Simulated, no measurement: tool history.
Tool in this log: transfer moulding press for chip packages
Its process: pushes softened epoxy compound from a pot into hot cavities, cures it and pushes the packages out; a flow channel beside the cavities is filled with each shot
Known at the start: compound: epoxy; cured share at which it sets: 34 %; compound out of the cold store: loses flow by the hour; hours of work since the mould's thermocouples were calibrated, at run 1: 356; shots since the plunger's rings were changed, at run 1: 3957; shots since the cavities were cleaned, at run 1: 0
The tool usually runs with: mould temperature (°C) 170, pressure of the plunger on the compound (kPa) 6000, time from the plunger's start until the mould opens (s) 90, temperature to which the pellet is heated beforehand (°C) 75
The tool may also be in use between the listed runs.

| run | hour | mould temperature (°C) | pressure of the plunger on the compound (kPa) | time from the plunger's start until the mould opens (s) | temperature to which the pellet is heated beforehand (°C) | hours of work since the mould's thermocouples were calibrated | shots since the plunger's rings were changed | shots since the cavities were cleaned | incoming compound's hours out of the cold store | length that the compound runs in the flow channel (mm) | greatest force on the pins that push the packages out (N) |
|---|---|---|---|---|---|---|---|---|---|---|---|
| 1 | 0 | 170 | 6000 | 90 | 75 | 356 | 3957 | 0 | 16.2 | 653 | 290 |
| 2 | 19.8 | 170 | 6000 | 90 | 75 | 371 | 4252 | 295 | 44.8 | 581 | 314 |
| 3 | 40 | 170 | 6000 | 90 | 75 | 387 | 4552 | 595 | 39.9 | 587 | 360 |
|  | 45.8 | plunger's sealing rings changed |
|  | 51.1 | cavities cleaned with cleaning compound and waxed |
| 4 | 61.4 | 170 | 6000 | 90 | 75 | 400 | 209 | 152 | 37.5 | 643 | 295 |
| 5 | 74.7 | 170 | 6000 | 90 | 75 | 410 | 407 | 350 | 47.2 | 615 | 332 |
| 6 | 86.3 | 170 | 6000 | 90 | 75 | 419 | 579 | 522 | 21.7 | 693 | 360 |
|  | 98.6 | cavities cleaned with cleaning compound and waxed |
| 7 | 110.9 | 170 | 6000 | 90 | 75 | 436 | 922 | 182 | 29.1 | 655 | 314 |
| 8 | 127.6 | 170 | 6000 | 90 | 75 | 449 | 1171 | 431 | 15.4 | 694 | 359 |
|  | 147 | cavities cleaned with cleaning compound and waxed |
| 9 | 147.1 | 169 | 6000 | 90 | 75 | 463 | 1438 | 2 | 13.8 | 704 | 296 |
| 10 | 168.7 | 167 | 5580 | 101 | 69 | 479 | 1759 | 323 | 38 | 608 | 339 |
| 11 | 192.1 | 162 | 4610 | 79 | 69 | 497 | 2106 | 670 | 12.2 | 621 | 728 |
|  | 195 | cavities cleaned with cleaning compound and waxed |
| 12 | 214.2 | 174 | 6000 | 90 | 67 | 512 | 2412 | 285 | 18.3 | 659 | 311 |
| 13 | 229.3 | 177 | 6590 | 90 | 75 | 524 | 2638 | 511 | 47.4 | 604 | 328 |
|  | 243.7 | cavities cleaned with cleaning compound and waxed |
| 14 | 246.8 | 177 | 6590 | 90 | 80 | 536 | 2875 | 47 | 29.4 | 646 | 274 |
| 15 | 268.4 | 176 | 5880 | 90 | 75 | 552 | 3196 | 368 | 45.8 | 573 | 322 |
| 16 | 288.8 | 176 | 5880 | 90 | 75 | 568 | 3498 | 670 | 42.9 | 574 | 343 |

What if the next run were any one of these 5? Each begins from the tool's condition after run 16:
|  | 291.9 | cavities cleaned with cleaning compound and waxed |
| A | 311.8 | 176 | 5880 | 80 | 75 | 584 | 3818 | 296 | 19.8 | ? | ? |
|  | 291.9 | cavities cleaned with cleaning compound and waxed |
| B | 311.8 | 176 | 5880 | 118 | 75 | 584 | 3818 | 296 | 45.2 | ? | ? |
|  | 291.9 | cavities cleaned with cleaning compound and waxed |
| C | 311.8 | 167 | 5880 | 90 | 85 | 584 | 3818 | 296 | 10.1 | ? | ? |
|  | 291.9 | cavities cleaned with cleaning compound and waxed |
| D | 311.8 | 171 | 6000 | 90 | 75 | 584 | 3818 | 296 | 41.3 | ? | ? |
|  | 291.9 | cavities cleaned with cleaning compound and waxed |
| E | 311.8 | 176 | 4850 | 96 | 71 | 584 | 3818 | 296 | 10.9 | ? | ? |

| run | length that the compound runs in the flow channel (mm) | greatest force on the pins that push the packages out (N) |
|---|---|---|
| A | 627 | 318 |
| B | 567 | 309 |
| C | 669 | 366 |
| D | 589 | 325 |
| E | 586 | 310 |
What these runs would have given with no unlogged condition in the tool:
| run | length that the compound runs in the flow channel (mm) | greatest force on the pins that push the packages out (N) |
|---|---|---|
| A | 681 | 256 |
| B | 615 | 251 |
| C | 725 | 291 |
| D | 639 | 262 |
| E | 636 | 252 |
